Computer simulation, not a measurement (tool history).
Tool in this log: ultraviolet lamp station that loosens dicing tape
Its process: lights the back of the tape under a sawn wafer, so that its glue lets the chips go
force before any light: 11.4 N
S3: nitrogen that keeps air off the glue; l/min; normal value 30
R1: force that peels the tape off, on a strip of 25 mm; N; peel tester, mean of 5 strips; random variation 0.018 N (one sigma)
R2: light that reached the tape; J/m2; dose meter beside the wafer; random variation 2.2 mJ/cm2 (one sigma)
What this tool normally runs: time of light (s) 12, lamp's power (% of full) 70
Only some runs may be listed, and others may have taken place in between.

run 1 day=0 | time_of_light_(s)=12 lamp's_power_(%_of_full)=70 S3=30 | R1=1.071 R2=1840
run 2 day=0.483 | time_of_light_(s)=12 lamp's_power_(%_of_full)=70 S3=30 | R1=1.109 R2=1790
run 3 day=0.933 | time_of_light_(s)=12 lamp's_power_(%_of_full)=70 S3=30 | R1=1.112 R2=1850
run 4 day=1.288 | time_of_light_(s)=12 lamp's_power_(%_of_full)=70 S3=30 | R1=1.088 R2=1820
run 5 day=1.783 | time_of_light_(s)=12 lamp's_power_(%_of_full)=70 S3=30 | R1=1.092 R2=1770
run 6 day=2.038 | time_of_light_(s)=12 lamp's_power_(%_of_full)=70 S3=30 | R1=1.128 R2=1850
run 7 day=2.483 | time_of_light_(s)=12 lamp's_power_(%_of_full)=70 S3=30 | R1=1.172 R2=1790
run 8 day=2.721 | time_of_light_(s)=12 lamp's_power_(%_of_full)=70 S3=30 | R1=1.124 R2=1780
run 9 day=3.246 | time_of_light_(s)=12 lamp's_power_(%_of_full)=70 S3=30 | R1=1.179 R2=1760
run 10 day=3.517 | time_of_light_(s)=12 lamp's_power_(%_of_full)=70 S3=23 | R1=1.485 R2=1760
run 11 day=3.817 | time_of_light_(s)=12 lamp's_power_(%_of_full)=70 S3=55 | R1=0.702 R2=1770
run 12 day=4.217 | time_of_light_(s)=12 lamp's_power_(%_of_full)=70 S3=55 | R1=0.711 R2=1750
run 13 day=4.738 | time_of_light_(s)=12 lamp's_power_(%_of_full)=70 S3=29 | R1=1.226 R2=1700
run 14 day=5.179 | time_of_light_(s)=12 lamp's_power_(%_of_full)=70 S3=20 | R1=1.724 R2=1750
run 15 day=5.479 | time_of_light_(s)=12 lamp's_power_(%_of_full)=70 S3=20 | R1=1.763 R2=1730
run 16 day=5.888 | time_of_light_(s)=12 lamp's_power_(%_of_full)=70 S3=20 | R1=1.735 R2=1720
run 17 day=6.192 | time_of_light_(s)=12 lamp's_power_(%_of_full)=70 S3=20 | R1=1.75 R2=1730
run 18 day=6.717 | time_of_light_(s)=12 lamp's_power_(%_of_full)=70 S3=20 | R1=1.757 R2=1740
run 19 day=7.171 | time_of_light_(s)=12 lamp's_power_(%_of_full)=70 S3=9 | R1=3.114 R2=1680
run 20 day=7.65 | time_of_light_(s)=12 lamp's_power_(%_of_full)=70 S3=9 | R1=3.001 R2=1700
run 21 day=7.992 | time_of_light_(s)=12 lamp's_power_(%_of_full)=70 S3=30 | R1=1.246 R2=1690
run 22 day=8.529 | time_of_light_(s)=12 lamp's_power_(%_of_full)=70 S3=30 | R1=1.306 R2=1670
run 23 day=8.929 | time_of_light_(s)=12 lamp's_power_(%_of_full)=70 S3=30 | R1=1.328 R2=1650
run 24 day=9.221 | time_of_light_(s)=12 lamp's_power_(%_of_full)=70 S3=30 | R1=1.362 R2=1630
run 25 day=9.738 | time_of_light_(s)=12 lamp's_power_(%_of_full)=70 S3=30 | R1=1.349 R2=1640
run 26 day=10.246 | time_of_light_(s)=12 lamp's_power_(%_of_full)=70 S3=30 | R1=1.331 R2=1640
run 27 day=10.654 | time_of_light_(s)=12 lamp's_power_(%_of_full)=70 S3=30 | R1=1.394 R2=1590
-- day=10.771 window cleaned of glue's vapour
run 28 day=11.188 | time_of_light_(s)=12 lamp's_power_(%_of_full)=70 S3=36 | R1=1.013 R2=1770
run 29 day=11.633 | time_of_light_(s)=9 lamp's_power_(%_of_full)=63 S3=15 | R1=3.611 R2=1200
run 30 day=12.138 | time_of_light_(s)=21 lamp's_power_(%_of_full)=73 S3=16 | R1=0.56 R2=3160
run 31 day=12.675 | time_of_light_(s)=21 lamp's_power_(%_of_full)=73 S3=16 | R1=0.58 R2=3170
run 32 day=13.088 | time_of_light_(s)=21 lamp's_power_(%_of_full)=73 S3=16 | R1=0.564 R2=3100
run 33 day=13.367 | time_of_light_(s)=12 lamp's_power_(%_of_full)=70 S3=20 | R1=1.665 R2=1740
run 34 day=13.779 | time_of_light_(s)=12 lamp's_power_(%_of_full)=70 S3=20 | R1=1.717 R2=1730
run 35 day=14.112 | time_of_light_(s)=12 lamp's_power_(%_of_full)=70 S3=20 | R1=1.76 R2=1700
run 36 day=14.429 | time_of_light_(s)=12 lamp's_power_(%_of_full)=77 S3=10 | R1=2.578 R2=1900
run 37 day=14.829 | time_of_light_(s)=8 lamp's_power_(%_of_full)=69 S3=30 | R1=2.648 R2=1100
run 38 day=15.288 | time_of_light_(s)=8 lamp's_power_(%_of_full)=69 S3=30 | R1=2.541 R2=1140
run 39 day=15.812 | time_of_light_(s)=8 lamp's_power_(%_of_full)=69 S3=30 | R1=2.674 R2=1110
run 40 day=16.358 | time_of_light_(s)=12 lamp's_power_(%_of_full)=82 S3=20 | R1=1.404 R2=1950
run 41 day=16.725 | time_of_light_(s)=7 lamp's_power_(%_of_full)=97 S3=30 | R1=2.04 R2=1350
run 42 day=17.258 | time_of_light_(s)=12 lamp's_power_(%_of_full)=74 S3=16 | R1=2.058 R2=1730
run 43 day=17.721 | time_of_light_(s)=11 lamp's_power_(%_of_full)=73 S3=10 | R1=3.217 R2=1560

Consider 3 possible next runs. They are alternatives, not a sequence: every one starts from the tool as it was left by run 43. What does each give?
run A day=18.212 | time_of_light_(s)=14 lamp's_power_(%_of_full)=61 S3=10 | R1=? R2=?
run B day=18.212 | time_of_light_(s)=12 lamp's_power_(%_of_full)=70 S3=14 | R1=? R2=?
run C day=18.212 | time_of_light_(s)=10 lamp's_power_(%_of_full)=82 S3=31 | R1=? R2=?

run=A R1=3.004 R2=1620
run=B R1=2.46 R2=1630
run=C R1=1.39 R2=1590
The same runs, with their run-to-run variation unchanged, on a tool lacking any hidden condition would have given:
run=A R1=2.217 R2=2010
run=B R1=1.745 R2=2010
run=C R1=0.887 R2=1960
